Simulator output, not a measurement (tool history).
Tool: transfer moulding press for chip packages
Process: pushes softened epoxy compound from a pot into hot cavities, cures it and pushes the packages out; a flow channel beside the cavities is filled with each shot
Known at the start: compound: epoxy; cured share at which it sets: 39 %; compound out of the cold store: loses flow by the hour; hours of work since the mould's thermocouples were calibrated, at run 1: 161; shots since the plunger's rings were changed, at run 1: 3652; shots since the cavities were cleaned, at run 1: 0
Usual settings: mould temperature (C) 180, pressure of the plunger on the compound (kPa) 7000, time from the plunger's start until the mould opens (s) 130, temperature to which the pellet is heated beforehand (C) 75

run   hour  mould temperature (C)  pressure of the plunger on the compound (kPa)  time from the plunger's start until the mould opens (s)  temperature to which the pellet is heated beforehand (C)  hours of work since the mould's thermocouples were calibrated  shots since the plunger's rings were changed  shots since the cavities were cleaned  incoming compound's hours out of the cold store  length that the compound runs in the flow channel (mm)  greatest force on the pins that push the packages out (N)
  1    0.0                    180                                           7000                                                      130                                                        75                                                            161                                          3652                                      0                                              9.0                                                     894                                                        349
  2   13.5                    180                                           7000                                                      130                                                        75                                                            167                                          3732                                     80                                             22.2                                                     858                                                        350
  3   20.3                    180                                           7000                                                      130                                                        75                                                            170                                          3772                                    120                                             46.4                                                     792                                                        385
  4   33.9                    180                                           7000                                                      124                                                        75                                                            176                                          3853                                    201                                             27.6                                                     840                                                        423
  5   46.4                    180                                           7000                                                      124                                                        75                                                            181                                          3928                                    276                                             18.4                                                     865                                                        428
  6   57.8                    180                                           7000                                                      124                                                        82                                                            186                                          3995                                    343                                             19.9                                                     863                                                        443
  7   63.5                    180                                           7000                                                      124                                                        82                                                            189                                          4029                                    377                                             15.3                                                     874                                                        473
  8   73.0                    187                                           7000                                                      130                                                        75                                                            193                                          4085                                    433                                             33.6                                                     800                                                        418
  9   85.3                    187                                           8580                                                      130                                                        75                                                            198                                          4158                                    506                                             22.0                                                     923                                                        430
 10   97.5                    185                                           8580                                                      130                                                        75                                                            204                                          4231                                    579                                             12.3                                                     958                                                        440
 11  104.9                    185                                           8580                                                      130                                                        75                                                            207                                          4275                                    623                                             10.9                                                     963                                                        427
     111.9  -- cavities cleaned with cleaning compound and waxed
 12  115.0                    185                                           8580                                                      130                                                        75                                                            211                                          4326                                     18                                             37.3                                                     880                                                        329
 13  122.7                    180                                           7000                                                      127                                                        75                                                            214                                          4372                                     64                                             27.3                                                     838                                                        365
 14  131.2                    180                                           7000                                                      130                                                        70                                                            218                                          4422                                    114                                             32.9                                                     821                                                        375
 15  145.1                    180                                           8380                                                      130                                                        71                                                            224                                          4505                                    197                                             12.5                                                     962                                                        412
 16  150.9                    180                                           8380                                                      130                                                        71                                                            226                                          4539                                    231                                             34.7                                                     894                                                        406
 17  164.5                    180                                           8180                                                      130                                                        75                                                            232                                          4620                                    312                                             32.9                                                     890                                                        421
 18  175.3                    180                                           8180                                                      130                                                        75                                                            237                                          4684                                    376                                             27.2                                                     905                                                        428
 19  185.4                    180                                           8180                                                      130                                                        75                                                            241                                          4744                                    436                                             23.1                                                     915                                                        459
 20  194.4                    180                                           8180                                                      130                                                        75                                                            245                                          4798                                    490                                             21.5                                                     921                                                        478
 21  206.0                    180                                           8180                                                      130                                                        75                                                            250                                          4866                                    558                                             27.4                                                     904                                                        474
 22  215.7                    172                                           8180                                                      130                                                        84                                                            255                                          4924                                    616                                             27.3                                                     930                                                        716
     224.4  -- cavities cleaned with cleaning compound and waxed
 23  227.3                    179                                           6860                                                      157                                                        84                                                            259                                          4984                                     17                                             19.5                                                     847                                                        321
 24  236.8                    179                                           6860                                                      157                                                        84                                                            263                                          5041                                     74                                             32.2                                                     815                                                        336
 25  248.3                    179                                           6420                                                      166                                                        84                                                            268                                          5109                                    142                                             31.2                                                     790                                                        348
 26  256.4                    186                                           5500                                                      135                                                        73                                                            272                                          5157                                    190                                             43.7                                                     687                                                        368
 27  262.3                    186                                           5500                                                      135                                                        73                                                            274                                          5192                                    225                                             30.8                                                     717                                                        374
     271.1  -- plunger's sealing rings changed
 28  278.5                    179                                           7210                                                      149                                                        82                                                            280                                            44                                    306                                             22.3                                                     896                                                        405

Forecast each of these 3 alternatives for the next run:
  A  289.3                    180                                           7210                                                      149                                                        82                                                            285                                           108                                    370                                             16.1                                                       ?                                                          ?
  B  289.3                    179                                           8400                                                      149                                                        82                                                            285                                           108                                    370                                             38.3                                                       ?                                                          ?
  C  289.3                    179                                           7000                                                      119                                                        68                                                            285                                           108                                    370                                             26.2                                                       ?                                                          ?

run  length that the compound runs in the flow channel (mm)  greatest force on the pins that push the packages out (N)
  A                                                     911                                                        407
  B                                                     911                                                        419
  C                                                     872                                                        535
Without the tool's hidden state the same runs would have given:
run  length that the compound runs in the flow channel (mm)  greatest force on the pins that push the packages out (N)
  A                                                     914                                                        309
  B                                                     914                                                        320
  C                                                     874                                                        410
